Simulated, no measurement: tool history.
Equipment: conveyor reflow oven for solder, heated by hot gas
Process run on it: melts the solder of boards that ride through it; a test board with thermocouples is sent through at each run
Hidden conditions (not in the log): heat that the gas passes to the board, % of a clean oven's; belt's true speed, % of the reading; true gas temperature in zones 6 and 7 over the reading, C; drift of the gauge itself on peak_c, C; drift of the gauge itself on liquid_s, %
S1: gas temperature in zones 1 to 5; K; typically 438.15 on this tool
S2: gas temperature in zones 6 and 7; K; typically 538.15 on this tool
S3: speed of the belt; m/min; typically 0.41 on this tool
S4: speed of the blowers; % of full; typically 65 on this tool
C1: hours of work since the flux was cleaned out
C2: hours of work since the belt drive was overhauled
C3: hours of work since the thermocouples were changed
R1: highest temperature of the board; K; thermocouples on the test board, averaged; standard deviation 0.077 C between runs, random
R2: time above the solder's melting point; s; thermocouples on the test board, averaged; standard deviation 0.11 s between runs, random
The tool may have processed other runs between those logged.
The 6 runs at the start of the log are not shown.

run	hour	S1	S2	S3	S4	C1	C2	C3	R1	R2
7	131.8	438.15	547.15	0.41	65	83	517	248	534.4	71.4
8	146.3	438.15	538.15	0.41	65	91	525	256	526.05	65.3
9	170.5	438.15	538.15	0.41	65	104	538	269	526.08	65.5
10	197.1	438.15	538.15	0.41	65	118	552	283	526.03	65.2
11	218.4	438.15	538.15	0.41	65	130	563	295	525.96	65.3
12	230	438.15	538.15	0.41	65	136	570	301	526.07	65.3
13	251.1	438.15	538.15	0.41	65	147	581	312	526.03	65.2
14	273.8	438.15	538.15	0.443	65	159	593	324	523.53	57.7
15	293.9	438.15	538.15	0.443	65	170	604	335	523.45	57.8
16	305	438.15	538.15	0.443	65	176	610	341	523.45	57.6
17	325.2	423.15	538.15	0.34	57	187	621	352	527.12	76
18	344.3	426.15	552.15	0.41	65	197	631	362	537.26	69.3
19	359.7	426.15	552.15	0.41	65	205	639	370	537.34	69.4
20	383.4	426.15	552.15	0.41	65	218	652	383	537.1	69.6
21	396.7	438.15	538.15	0.372	84	225	659	390	531.67	79.1
22	410.9	438.15	538.15	0.372	84	233	667	398	531.62	79.1
# hour 434.8: flux residue cleaned out of gas plates and filters
23	440.7	438.15	544.15	0.351	60	3	680	411	535.52	86
24	466.1	438.15	544.15	0.351	60	17	694	425	535.46	85.7
25	484	438.15	544.15	0.351	60	26	703	434	535.42	85.8
26	510	433.15	534.15	0.466	89	40	717	449	524.2	56
27	524.6	433.15	534.15	0.466	89	48	725	456	524.24	55.8
28	546.6	433.15	534.15	0.466	89	60	737	468	524.06	55.7
29	562	433.15	534.15	0.466	89	68	745	476	524.13	55.5
30	582.3	433.15	534.15	0.364	85	79	756	487	528.91	78.4

Consider 5 possible next runs. They are alternatives, not a sequence: every one starts from the tool as it was left by run 30. What does each give?
A	593.6	426.15	542.15	0.41	88	85	762	493	?	?
B	593.6	433.15	549.15	0.366	65	85	762	493	?	?
C	593.6	433.15	532.15	0.364	85	85	762	493	?	?
D	593.6	438.15	545.15	0.41	65	85	762	493	?	?
E	593.6	433.15	542.15	0.364	85	85	762	493	?	?

run	R1	R2
A	534.07	69.4
B	539.57	83.2
C	527.01	77.2
D	533.36	71.1
E	536.63	83
The same runs, with their run-to-run variation unchanged, on a tool lacking any hidden condition would have given:
run	R1	R2
A	532.84	67
B	538.15	80.3
C	525.76	74.4
D	531.96	68.4
E	535.37	80.2

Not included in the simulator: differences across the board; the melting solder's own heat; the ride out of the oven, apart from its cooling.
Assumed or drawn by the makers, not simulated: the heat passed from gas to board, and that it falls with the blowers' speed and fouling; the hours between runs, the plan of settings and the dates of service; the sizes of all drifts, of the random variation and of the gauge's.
